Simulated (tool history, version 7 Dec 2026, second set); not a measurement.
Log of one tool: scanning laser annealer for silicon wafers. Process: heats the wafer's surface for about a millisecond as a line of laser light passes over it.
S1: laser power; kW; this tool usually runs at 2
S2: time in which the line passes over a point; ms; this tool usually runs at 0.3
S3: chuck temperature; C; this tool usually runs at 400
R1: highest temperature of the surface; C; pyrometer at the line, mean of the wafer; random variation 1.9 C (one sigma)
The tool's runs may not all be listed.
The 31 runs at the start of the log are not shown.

Run 32, hour 839.9: usual settings but S2 0.319 ms. Result: R1 1140 C.
Run 33, hour 857.9: usual settings but S1 2.159 kW, S2 0.221 ms. Result: R1 1064 C.
Run 34, hour 895.5: usual settings but S1 1.797 kW, S2 0.27 ms, S3 415 C. Result: R1 1020 C.
Run 35, hour 916.3: usual settings but S2 0.269 ms, S3 423 C. Result: R1 1100 C.
Run 36, hour 934.9: usual settings but S2 0.269 ms, S3 423 C. Result: R1 1101 C.
Run 37, hour 968.5: usual settings but S1 2.077 kW. Result: R1 1144 C.
Run 38, hour 986.2: usual settings but S1 2.11 kW, S2 0.311 ms, S3 398 C. Result: R1 1174 C.
Run 39, hour 1013.5: usual settings but S1 1.841 kW, S2 0.28 ms, S3 432 C. Result: R1 1067 C.
Run 40, hour 1034.5: usual settings but S1 1.841 kW, S2 0.28 ms, S3 432 C. Result: R1 1067 C.

Predict each of these 3 candidate next runs independently; none follows another, all start after run 40:
Run A, hour 1063.3: usual settings but S1 2.039 kW. Result: R1 ?.
Run B, hour 1063.3: usual settings but S1 2.189 kW, S2 0.248 ms. Result: R1 ?.
Run C, hour 1063.3: usual settings but S1 1.738 kW, S2 0.328 ms, S3 410 C. Result: R1 ?.

run    R1
  A  1130
  B  1115
  C  1061
What these runs would have given with no unlogged condition in the tool:
run    R1
  A  1130
  B  1116
  C  1062

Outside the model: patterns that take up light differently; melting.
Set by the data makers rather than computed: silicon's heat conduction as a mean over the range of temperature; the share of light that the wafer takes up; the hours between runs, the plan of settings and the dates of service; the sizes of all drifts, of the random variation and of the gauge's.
